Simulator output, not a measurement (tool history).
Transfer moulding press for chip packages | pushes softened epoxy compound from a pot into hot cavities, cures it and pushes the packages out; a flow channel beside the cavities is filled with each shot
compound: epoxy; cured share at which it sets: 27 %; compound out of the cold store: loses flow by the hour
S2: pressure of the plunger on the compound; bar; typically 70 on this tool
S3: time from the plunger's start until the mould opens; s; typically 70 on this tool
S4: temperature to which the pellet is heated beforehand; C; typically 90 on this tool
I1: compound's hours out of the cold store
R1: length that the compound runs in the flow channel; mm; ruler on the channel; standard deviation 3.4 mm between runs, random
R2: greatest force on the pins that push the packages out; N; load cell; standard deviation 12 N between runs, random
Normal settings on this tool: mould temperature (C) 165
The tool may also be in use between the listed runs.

run 1 hour=0 | mould_temperature_(C)=165 S2=70 S3=70 S4=90 | I1=47.5 | R1=623 R2=1134
run 2 hour=16.4 | mould_temperature_(C)=165 S2=70 S3=70 S4=90 | I1=31 | R1=641 R2=1208
-- hour=35.3 cavities cleaned with cleaning compound and waxed
run 3 hour=35.7 | mould_temperature_(C)=165 S2=70 S3=70 S4=97 | I1=19.1 | R1=651 R2=591
run 4 hour=57.7 | mould_temperature_(C)=165 S2=77.3 S3=70 S4=90 | I1=18.9 | R1=682 R2=972
run 5 hour=80.8 | mould_temperature_(C)=165 S2=76.8 S3=70 S4=90 | I1=11.1 | R1=695 R2=1190
run 6 hour=95.8 | mould_temperature_(C)=165 S2=76.8 S3=70 S4=90 | I1=31.2 | R1=661 R2=1219
run 7 hour=107.6 | mould_temperature_(C)=164 S2=70 S3=70 S4=90 | I1=25.2 | R1=633 R2=1323
-- hour=117.1 cavities cleaned with cleaning compound and waxed
run 8 hour=123.6 | mould_temperature_(C)=164 S2=70 S3=70 S4=90 | I1=14 | R1=653 R2=787
run 9 hour=147.6 | mould_temperature_(C)=165 S2=70 S3=70 S4=90 | I1=36.8 | R1=613 R2=1012
-- hour=150.9 mould's thermocouples calibrated
run 10 hour=162 | mould_temperature_(C)=165 S2=70 S3=70 S4=90 | I1=42.8 | R1=599 R2=1169
run 11 hour=176.2 | mould_temperature_(C)=165 S2=70 S3=70 S4=90 | I1=34.5 | R1=605 R2=1188
run 12 hour=192.3 | mould_temperature_(C)=165 S2=70 S3=70 S4=90 | I1=37 | R1=605 R2=1272
-- hour=200 cavities cleaned with cleaning compound and waxed
run 13 hour=205.5 | mould_temperature_(C)=165 S2=70 S3=70 S4=90 | I1=18.3 | R1=624 R2=730
run 14 hour=215.5 | mould_temperature_(C)=165 S2=67.2 S3=70 S4=90 | I1=47.8 | R1=565 R2=840
run 15 hour=233.3 | mould_temperature_(C)=165 S2=78.1 S3=70 S4=87 | I1=29.8 | R1=642 R2=1111
run 16 hour=248.3 | mould_temperature_(C)=165 S2=78.1 S3=82 S4=87 | I1=8.4 | R1=667 R2=938
-- hour=251.4 mould's thermocouples calibrated, once more
run 17 hour=263.2 | mould_temperature_(C)=165 S2=78.1 S3=82 S4=87 | I1=13.1 | R1=660 R2=929
-- hour=279.2 plunger's sealing rings changed
-- hour=286.7 cavities cleaned with cleaning compound and waxed
run 18 hour=286.7 | mould_temperature_(C)=169 S2=78.1 S3=73 S4=87 | I1=43.7 | R1=672 R2=440
run 19 hour=311 | mould_temperature_(C)=171 S2=58.9 S3=56 S4=80 | I1=18.5 | R1=615 R2=1225
run 20 hour=331.6 | mould_temperature_(C)=161 S2=77.1 S3=96 S4=89 | I1=44.5 | R1=664 R2=841
run 21 hour=343.8 | mould_temperature_(C)=166 S2=60 S3=60 S4=89 | I1=45.8 | R1=580 R2=1564
run 22 hour=364.1 | mould_temperature_(C)=168 S2=60 S3=60 S4=80 | I1=23.9 | R1=610 R2=1535
-- hour=367.6 cavities cleaned with cleaning compound and waxed
run 23 hour=385.7 | mould_temperature_(C)=167 S2=75.9 S3=57 S4=91 | I1=43.8 | R1=650 R2=1257

Measured minus without-hidden-state, run by run (identical run-to-run variation in each term; gauge scatter may differ):
The hidden state here: true mould temperature over the reading, C; pressure that reaches the compound, % of what is set; grip of the stained cavities, % over clean ones'; drift of the gauge itself on flow_mm, %; drift of the gauge itself on push_out_n, %.
run=1 R1=-19 R2=+601
run=2 R1=-23 R2=+670
run=3 R1=-28 R2=+49
run=4 R1=-33 R2=+419
run=5 R1=-38 R2=+623
run=6 R1=-40 R2=+668
run=7 R1=-41 R2=+740
run=8 R1=-45 R2=+198
run=9 R1=-48 R2=+484
run=10 R1=-49 R2=+615
run=11 R1=-52 R2=+659
run=12 R1=-55 R2=+725
run=13 R1=-59 R2=+179
run=14 R1=-56 R2=+330
run=15 R1=-67 R2=+562
run=16 R1=-74 R2=+492
run=17 R1=-79 R2=+495
run=18 R1=-3 R2=+14
run=19 R1=-6 R2=+518
run=20 R1=-11 R2=+422
run=21 R1=-11 R2=+824
run=22 R1=-15 R2=+842
run=23 R1=-20 R2=+484
